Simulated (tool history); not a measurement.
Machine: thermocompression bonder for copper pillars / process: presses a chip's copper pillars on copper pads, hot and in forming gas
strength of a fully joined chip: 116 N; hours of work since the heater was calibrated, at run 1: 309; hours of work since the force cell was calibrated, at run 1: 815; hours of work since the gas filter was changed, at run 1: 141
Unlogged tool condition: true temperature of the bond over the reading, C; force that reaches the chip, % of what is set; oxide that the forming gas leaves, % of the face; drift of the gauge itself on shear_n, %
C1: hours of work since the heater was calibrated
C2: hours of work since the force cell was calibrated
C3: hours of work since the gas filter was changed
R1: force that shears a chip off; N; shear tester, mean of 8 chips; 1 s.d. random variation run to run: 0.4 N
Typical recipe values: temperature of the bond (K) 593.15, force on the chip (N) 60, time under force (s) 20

run 1 day=0 | temperature_of_the_bond_(K)=593.15 force_on_the_chip_(N)=60 time_under_force_(s)=20 | C1=309 C2=815 C3=141 | R1=44.1
run 2 day=1.138 | temperature_of_the_bond_(K)=593.15 force_on_the_chip_(N)=60 time_under_force_(s)=20 | C1=330 C2=836 C3=161 | R1=41.9
run 3 day=2.079 | temperature_of_the_bond_(K)=572.15 force_on_the_chip_(N)=60 time_under_force_(s)=20 | C1=347 C2=853 C3=179 | R1=31.9
run 4 day=2.879 | temperature_of_the_bond_(K)=572.15 force_on_the_chip_(N)=60 time_under_force_(s)=20 | C1=362 C2=868 C3=194 | R1=31
-- day=3.429 forming gas filter changed
run 5 day=4.079 | temperature_of_the_bond_(K)=572.15 force_on_the_chip_(N)=53 time_under_force_(s)=20 | C1=384 C2=890 C3=12 | R1=29.1
run 6 day=4.667 | temperature_of_the_bond_(K)=572.15 force_on_the_chip_(N)=53 time_under_force_(s)=20 | C1=395 C2=901 C3=23 | R1=29.2
run 7 day=5.65 | temperature_of_the_bond_(K)=593.15 force_on_the_chip_(N)=60 time_under_force_(s)=43 | C1=413 C2=919 C3=41 | R1=57.8
run 8 day=6.658 | temperature_of_the_bond_(K)=594.15 force_on_the_chip_(N)=79 time_under_force_(s)=19 | C1=431 C2=937 C3=59 | R1=56.1
run 9 day=7.158 | temperature_of_the_bond_(K)=594.15 force_on_the_chip_(N)=79 time_under_force_(s)=19 | C1=441 C2=947 C3=69 | R1=55.2
run 10 day=8.15 | temperature_of_the_bond_(K)=565.15 force_on_the_chip_(N)=83 time_under_force_(s)=14 | C1=459 C2=965 C3=87 | R1=35.9

Each row is a separate what-if for the run after 10, all from the same tool condition, not one after another. Results?
run A day=9.362 | temperature_of_the_bond_(K)=584.15 force_on_the_chip_(N)=60 time_under_force_(s)=20 | C1=481 C2=987 C3=109 | R1=?
run B day=9.362 | temperature_of_the_bond_(K)=565.15 force_on_the_chip_(N)=83 time_under_force_(s)=47 | C1=481 C2=987 C3=109 | R1=?
run C day=9.362 | temperature_of_the_bond_(K)=613.15 force_on_the_chip_(N)=60 time_under_force_(s)=31 | C1=481 C2=987 C3=109 | R1=?
run D day=9.362 | temperature_of_the_bond_(K)=594.15 force_on_the_chip_(N)=42 time_under_force_(s)=31 | C1=481 C2=987 C3=109 | R1=?
run E day=9.362 | temperature_of_the_bond_(K)=614.15 force_on_the_chip_(N)=81 time_under_force_(s)=14 | C1=481 C2=987 C3=109 | R1=?

run=A R1=36.8
run=B R1=54.8
run=C R1=61.3
run=D R1=34
run=E R1=61
With the hidden condition removed and each run's random variation left untouched, the same runs would have given:
run=A R1=42.9
run=B R1=63.3
run=C R1=68.9
run=D R1=39.4
run=E R1=68.5
